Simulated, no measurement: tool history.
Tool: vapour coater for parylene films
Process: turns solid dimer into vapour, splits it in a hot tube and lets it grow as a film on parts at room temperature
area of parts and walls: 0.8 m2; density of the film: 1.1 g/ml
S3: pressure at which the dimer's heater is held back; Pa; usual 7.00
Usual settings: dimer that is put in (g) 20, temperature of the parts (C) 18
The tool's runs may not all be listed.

run 1 day=0.000 | dimer_that_is_put_in_(g)=20 temperature_of_the_parts_(C)=18 S3=7.00 | thickness_of_the_film_(um)=9.14
run 2 day=0.958 | dimer_that_is_put_in_(g)=20 temperature_of_the_parts_(C)=18 S3=7.00 | thickness_of_the_film_(um)=9.20
run 3 day=1.821 | dimer_that_is_put_in_(g)=20 temperature_of_the_parts_(C)=18 S3=7.00 | thickness_of_the_film_(um)=9.15
run 4 day=3.046 | dimer_that_is_put_in_(g)=20 temperature_of_the_parts_(C)=18 S3=7.00 | thickness_of_the_film_(um)=9.19
run 5 day=3.683 | dimer_that_is_put_in_(g)=20 temperature_of_the_parts_(C)=18 S3=7.00 | thickness_of_the_film_(um)=9.02
run 6 day=4.912 | dimer_that_is_put_in_(g)=20 temperature_of_the_parts_(C)=18 S3=7.00 | thickness_of_the_film_(um)=9.01
run 7 day=6.212 | dimer_that_is_put_in_(g)=20 temperature_of_the_parts_(C)=18 S3=7.00 | thickness_of_the_film_(um)=8.97
run 8 day=6.850 | dimer_that_is_put_in_(g)=23 temperature_of_the_parts_(C)=27 S3=5.47 | thickness_of_the_film_(um)=9.33
run 9 day=8.083 | dimer_that_is_put_in_(g)=23 temperature_of_the_parts_(C)=27 S3=5.47 | thickness_of_the_film_(um)=9.27
run 10 day=8.646 | dimer_that_is_put_in_(g)=23 temperature_of_the_parts_(C)=27 S3=5.47 | thickness_of_the_film_(um)=9.33
run 11 day=9.812 | dimer_that_is_put_in_(g)=15 temperature_of_the_parts_(C)=12 S3=7.00 | thickness_of_the_film_(um)=7.93
run 12 day=10.850 | dimer_that_is_put_in_(g)=15 temperature_of_the_parts_(C)=24 S3=7.00 | thickness_of_the_film_(um)=6.35
run 13 day=12.008 | dimer_that_is_put_in_(g)=20 temperature_of_the_parts_(C)=11 S3=9.12 | thickness_of_the_film_(um)=9.93
run 14 day=12.842 | dimer_that_is_put_in_(g)=14 temperature_of_the_parts_(C)=19 S3=2.55 | thickness_of_the_film_(um)=8.16

Not shown: 1 entry that the log had between the listed runs. Between which runs, and how does the tool's hidden state differ before and after?
Between runs 10 and 11: trap's valve overhauled (day 9.812)
  vapour lost through the trap's worn valve, %: 6.6 -> 0.2; true temperature of the parts over the reading, C: 0.65 -> 0.66
  measured less the result without the state, thickness of the film (um): -0.78 -> -0.11
